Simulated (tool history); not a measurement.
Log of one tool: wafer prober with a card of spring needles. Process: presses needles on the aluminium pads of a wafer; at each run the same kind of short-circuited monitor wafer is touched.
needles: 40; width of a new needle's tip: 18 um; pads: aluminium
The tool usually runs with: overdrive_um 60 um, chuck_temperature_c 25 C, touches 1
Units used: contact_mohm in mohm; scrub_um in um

run,hour,overdrive_um,chuck_temperature_c,touches,contact_mohm,scrub_um
1,0,60,25,1,255,15.58
# hour 8.9: tips cleaned on abrasive film
2,16.3,60,91,1,274,15.45
# hour 18.4: tips cleaned on abrasive film
# hour 22.5: height of the first contact set anew
# hour 29.2: tips cleaned on abrasive film
# hour 39.7: tips cleaned on abrasive film
# hour 50.5: tips cleaned on abrasive film
3,51.3,60,91,1,275,15.72
# hour 60.2: tips cleaned on abrasive film
# hour 70.6: tips cleaned on abrasive film
# hour 80.8: tips cleaned on abrasive film
4,85.2,60,37,1,262,16.03
# hour 91.4: tips cleaned on abrasive film
# hour 102.5: tips cleaned on abrasive film
5,110.2,60,25,1,253,15.79
# hour 112.5: tips cleaned on abrasive film
# hour 123: tips cleaned on abrasive film
# hour 132.5: tips cleaned on abrasive film
6,132.5,60,25,1,253,16.13
# hour 143.4: tips cleaned on abrasive film
7,149.5,60,25,1,253,15.83
# hour 153.7: tips cleaned on abrasive film
# hour 162.6: tips cleaned on abrasive film
# hour 171.8: tips cleaned on abrasive film
8,171.8,47,25,1,261,12.32
# hour 181.9: tips cleaned on abrasive film
# hour 192.5: tips cleaned on abrasive film
# hour 202.3: tips cleaned on abrasive film
9,202.3,60,25,1,258,15.8
# hour 213: tips cleaned on abrasive film
# hour 223.6: tips cleaned on abrasive film
10,224.1,60,25,1,254,15.82
# hour 232.7: tips cleaned on abrasive film
# hour 243.2: tips cleaned on abrasive film
# hour 254.3: tips cleaned on abrasive film
11,258.7,60,25,1,259,15.41
# hour 264.4: tips cleaned on abrasive film
# hour 274.9: tips cleaned on abrasive film
12,280.7,60,25,1,256,15.71
# hour 285: tips cleaned on abrasive film
# hour 295.5: tips cleaned on abrasive film
# hour 305.9: tips cleaned on abrasive film
13,312.1,71,25,1,254,18.71
# hour 316.6: tips cleaned on abrasive film
# hour 327.1: tips cleaned on abrasive film
# hour 337.3: tips cleaned on abrasive film
# hour 347.8: tips cleaned on abrasive film
14,347.8,71,25,1,249,18.33
# hour 357.8: tips cleaned on abrasive film
# hour 368.8: tips cleaned on abrasive film
# hour 379.3: tips cleaned on abrasive film
15,380.2,53,101,2,278,14.17
# hour 389.1: tips cleaned on abrasive film
# hour 398: tips cleaned on abrasive film
# hour 407.8: tips cleaned on abrasive film
# hour 417.7: tips cleaned on abrasive film
16,417.7,43,28,2,265,11.26
# hour 428.1: tips cleaned on abrasive film
# hour 438.7: tips cleaned on abrasive film
# hour 449.6: tips cleaned on abrasive film
17,449.8,60,83,1,276,15.71
# hour 458.7: tips cleaned on abrasive film
# hour 468.9: tips cleaned on abrasive film
18,472,60,83,1,276,15.81
# hour 478.5: tips cleaned on abrasive film
# hour 489.4: tips cleaned on abrasive film
# hour 500: tips cleaned on abrasive film
# hour 510.4: tips cleaned on abrasive film
19,511.5,59,106,1,284,15.28
# hour 520.2: tips cleaned on abrasive film
20,528.3,51,37,2,263,13.13
# hour 530.5: tips cleaned on abrasive film
# hour 541.5: tips cleaned on abrasive film
21,545,74,46,2,255,19.19
# hour 551.7: tips cleaned on abrasive film
# hour 561.9: tips cleaned on abrasive film
# hour 572.9: tips cleaned on abrasive film
22,577.7,61,46,1,257,16.07
# hour 582.2: tips cleaned on abrasive film
# hour 592.8: tips cleaned on abrasive film
# hour 603.9: tips cleaned on abrasive film
23,604.1,71,37,2,257,18.66
# hour 612.9: tips cleaned on abrasive film
# hour 621.8: tips cleaned on abrasive film
24,626.4,62,121,2,282,16.27
# hour 630.9: tips cleaned on abrasive film
# hour 642: tips cleaned on abrasive film
# hour 653.1: tips cleaned on abrasive film
# hour 663.6: tips cleaned on abrasive film
25,666.2,62,28,2,255,16.45
# hour 674.2: tips cleaned on abrasive film
# hour 684.9: tips cleaned on abrasive film
# hour 695.6: tips cleaned on abrasive film
26,700.2,55,25,1,256,14.44
# hour 704.6: tips cleaned on abrasive film
# hour 715.1: tips cleaned on abrasive film
# hour 725.7: tips cleaned on abrasive film
# hour 735.6: tips cleaned on abrasive film
27,739.1,60,111,1,279,15.47

Predict each of these 3 candidate next runs independently; none follows another, all start after run 27:
# hour 745.2: tips cleaned on abrasive film
# hour 756.3: tips cleaned on abrasive film
# hour 767: tips cleaned on abrasive film
A,773.4,60,60,1,?,?
# hour 745.2: tips cleaned on abrasive film
# hour 756.3: tips cleaned on abrasive film
# hour 767: tips cleaned on abrasive film
B,773.4,42,91,2,?,?
# hour 745.2: tips cleaned on abrasive film
# hour 756.3: tips cleaned on abrasive film
# hour 767: tips cleaned on abrasive film
C,773.4,46,39,1,?,?

run,contact_mohm,scrub_um
A,263,15.82
B,286,10.92
C,269,12.04
Without the tool's hidden state the same runs would have given:
run,contact_mohm,scrub_um
A,263,15.82
B,286,10.93
C,269,12.04
